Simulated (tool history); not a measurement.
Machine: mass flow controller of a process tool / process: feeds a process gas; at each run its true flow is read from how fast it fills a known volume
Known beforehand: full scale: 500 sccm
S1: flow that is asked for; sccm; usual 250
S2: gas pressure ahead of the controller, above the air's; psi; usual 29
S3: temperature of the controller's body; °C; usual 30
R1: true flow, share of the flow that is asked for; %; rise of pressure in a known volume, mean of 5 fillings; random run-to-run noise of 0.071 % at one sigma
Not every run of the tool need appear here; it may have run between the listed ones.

run	day	S1	S2	S3	R1
1	0	250	29	30	100.26
2	5.496	250	29	30	100.29
3	12.1	250	29	30	100.31
4	19.133	250	26.7	30	100.37
5	25.079	250	26.7	30	100.48
6	32.55	250	26.7	30	100.69
7	36.146	250	26.7	30	100.51
8	43.146	127	29	30	100.97
9	46.308	250	28	30	100.67
10	50.167	250	28	30	100.76
11	54.596	250	28	30	100.8
12	61.017	250	28	30	100.79
13	67.512	250	28	30	100.88
14	72.304	250	29	30	101.02
15	75.842	250	29	30	101.03
16	81.175	250	29	30	101.07
17	84.992	250	26.3	30	101.29
18	91.45	250	39.9	37	101.04
19	95.242	117	39.9	36	101.77
20	100.888	117	39.9	36	101.86
21	104.004	117	39.9	36	102.12
22	109.338	68	22.9	25	104.06
23	116.183	68	22.9	25	104.23
24	121.692	265	23.9	25	101.41
25	125.162	250	29	24	101.28
26	128.225	250	29	24	101.32
27	134.425	250	29	24	101.39
28	138.679	58	27.1	22	105.51
29	144.217	244	32.2	35	101.87
30	149.558	242	33.6	22	101.39
31	153.158	242	30.9	22	101.43
32	159.196	69	29	40	105.97
33	165.954	69	29	40	106.29
34	172.796	142	28.9	30	103.07

Some steps in R1, run to run, broken into two amounts with sign: the step expected even without the hidden condition (settings, incoming material, random variation), and the rest, left for the hidden condition together with whatever gauge scatter is not in both the measured and the hidden-condition-free result:
The hidden state here: flow at rest that the sensor doesn't see, % of full scale; true flow over the shown one, %; drift of the gauge itself on true_pct, %.
Run 27 -> 28: S1 250 -> 58, S2 29 -> 27.1, S3 24 -> 22. R1 +4.12 %: hidden state +4.31, all else -0.19.
Run 28 -> 29: S1 58 -> 244, S2 27.1 -> 32.2, S3 22 -> 35. R1 -3.64 %: hidden state -4.16, all else +0.52.
Run 31 -> 32: S1 242 -> 69, S2 30.9 -> 29, S3 22 -> 40. R1 +4.54 %: hidden state +3.83, all else +0.71.
